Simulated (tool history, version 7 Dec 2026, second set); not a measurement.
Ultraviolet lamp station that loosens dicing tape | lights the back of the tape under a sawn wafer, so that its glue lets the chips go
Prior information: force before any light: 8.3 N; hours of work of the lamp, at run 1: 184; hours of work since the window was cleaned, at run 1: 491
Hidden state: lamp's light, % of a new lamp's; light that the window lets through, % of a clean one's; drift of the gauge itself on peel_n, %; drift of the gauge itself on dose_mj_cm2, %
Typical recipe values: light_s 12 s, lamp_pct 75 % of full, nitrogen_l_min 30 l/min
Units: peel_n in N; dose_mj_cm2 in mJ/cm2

| run | hour | light_s | lamp_pct | nitrogen_l_min | hours of work of the lamp | hours of work since the window was cleaned | peel_n | dose_mj_cm2 |
|---|---|---|---|---|---|---|---|---|
| 1 | 0 | 12 | 75 | 30 | 184 | 491 | 0.838 | 408 |
| 2 | 8.5 | 12 | 75 | 30 | 190 | 497 | 0.831 | 407 |
| 3 | 20.1 | 12 | 75 | 30 | 198 | 505 | 0.842 | 408 |
| 4 | 31 | 12 | 75 | 30 | 205 | 513 | 0.843 | 400 |
| 5 | 36.5 | 12 | 69 | 30 | 209 | 516 | 1.032 | 368 |
| 6 | 45.7 | 12 | 69 | 30 | 216 | 523 | 1.025 | 366 |
| 7 | 58.3 | 12 | 69 | 30 | 224 | 532 | 1.02 | 364 |
| 8 | 65.7 | 12 | 69 | 30 | 229 | 537 | 1.063 | 362 |
| 9 | 77.4 | 12 | 69 | 22 | 238 | 545 | 1.329 | 354 |
| 10 | 89.8 | 12 | 69 | 22 | 246 | 553 | 1.391 | 357 |
| 11 | 99.6 | 18 | 75 | 30 | 253 | 560 | 0.335 | 580 |
|  | 101 | window cleaned of glue's vapour |
| 12 | 111.9 | 12 | 75 | 27 | 261 | 8 | 1.03 | 379 |
|  | 124.9 | window cleaned of glue's vapour, once more |
| 13 | 124.9 | 12 | 85 | 30 | 270 | 0 | 0.487 | 511 |
| 14 | 137.1 | 12 | 85 | 30 | 278 | 8 | 0.472 | 510 |
| 15 | 148 | 12 | 85 | 30 | 286 | 16 | 0.495 | 510 |
| 16 | 160.5 | 12 | 85 | 30 | 295 | 25 | 0.511 | 502 |
| 17 | 170.3 | 12 | 63 | 30 | 301 | 32 | 1.025 | 372 |
| 18 | 182 | 12 | 63 | 30 | 309 | 40 | 1.031 | 368 |
| 19 | 194.5 | 12 | 63 | 30 | 318 | 48 | 1.028 | 365 |
| 20 | 205.3 | 12 | 63 | 30 | 326 | 56 | 1.051 | 369 |
| 21 | 213.4 | 12 | 63 | 30 | 331 | 61 | 1.032 | 364 |
| 22 | 222.1 | 12 | 63 | 30 | 337 | 68 | 1.088 | 362 |
| 23 | 229.3 | 12 | 65 | 17 | 342 | 72 | 1.522 | 371 |
| 24 | 238.4 | 18 | 76 | 30 | 349 | 79 | 0.246 | 641 |
| 25 | 243.7 | 18 | 83 | 30 | 352 | 82 | 0.205 | 709 |
| 26 | 255.9 | 6 | 75 | 41 | 361 | 91 | 2.128 | 211 |
| 27 | 266.7 | 18 | 75 | 37 | 368 | 99 | 0.208 | 626 |
| 28 | 275.4 | 18 | 73 | 33 | 374 | 104 | 0.273 | 608 |
| 29 | 281.3 | 7 | 75 | 45 | 378 | 109 | 1.617 | 241 |
| 30 | 286.8 | 12 | 64 | 12 | 382 | 112 | 2.103 | 348 |
| 31 | 299 | 11 | 78 | 19 | 391 | 121 | 1.271 | 395 |
| 32 | 304.3 | 11 | 78 | 19 | 394 | 125 | 1.305 | 386 |
| 33 | 314 | 7 | 73 | 15 | 401 | 131 | 3.031 | 234 |
| 34 | 326.7 | 7 | 75 | 28 | 410 | 140 | 2.273 | 232 |
| 35 | 335.5 | 7 | 75 | 28 | 416 | 146 | 2.303 | 238 |
| 36 | 346.7 | 7 | 75 | 20 | 424 | 154 | 2.711 | 231 |
| 37 | 359.1 | 19 | 75 | 30 | 432 | 163 | 0.264 | 625 |
| 38 | 368.4 | 19 | 75 | 30 | 439 | 169 | 0.276 | 626 |
| 39 | 373.8 | 12 | 71 | 30 | 443 | 173 | 0.975 | 371 |
| 40 | 385.7 | 12 | 71 | 30 | 451 | 181 | 1.044 | 367 |
| 41 | 398.3 | 10 | 75 | 52 | 460 | 190 | 0.923 | 322 |
| 42 | 404.2 | 10 | 75 | 52 | 464 | 194 | 0.879 | 322 |
| 43 | 412.4 | 7 | 75 | 30 | 470 | 200 | 2.237 | 223 |

Describe how what the log doesn't record of the tool's condition differs between the last listed run preceding each entry between runs and the first listed run following it.
Run 11 -> run 12: window cleaned of glue's vapour (hour 101)
  lamp's light, % of a new lamp's: 87.4 -> 87; light that the window lets through, % of a clean one's: 84.6 -> 82.9
  measured less the result without the state, peel_n: +0.194 -> +0.542 N; dose_mj_cm2: -205 -> -146 mJ/cm2
Run 12 -> run 13: window cleaned of glue's vapour, once more (hour 124.9)
  lamp's light, % of a new lamp's: 87 -> 86.6; light that the window lets through, % of a clean one's: 82.9 -> 99.9
  measured less the result without the state, peel_n: +0.542 -> +0.155 N; dose_mj_cm2: -146 -> -80 mJ/cm2
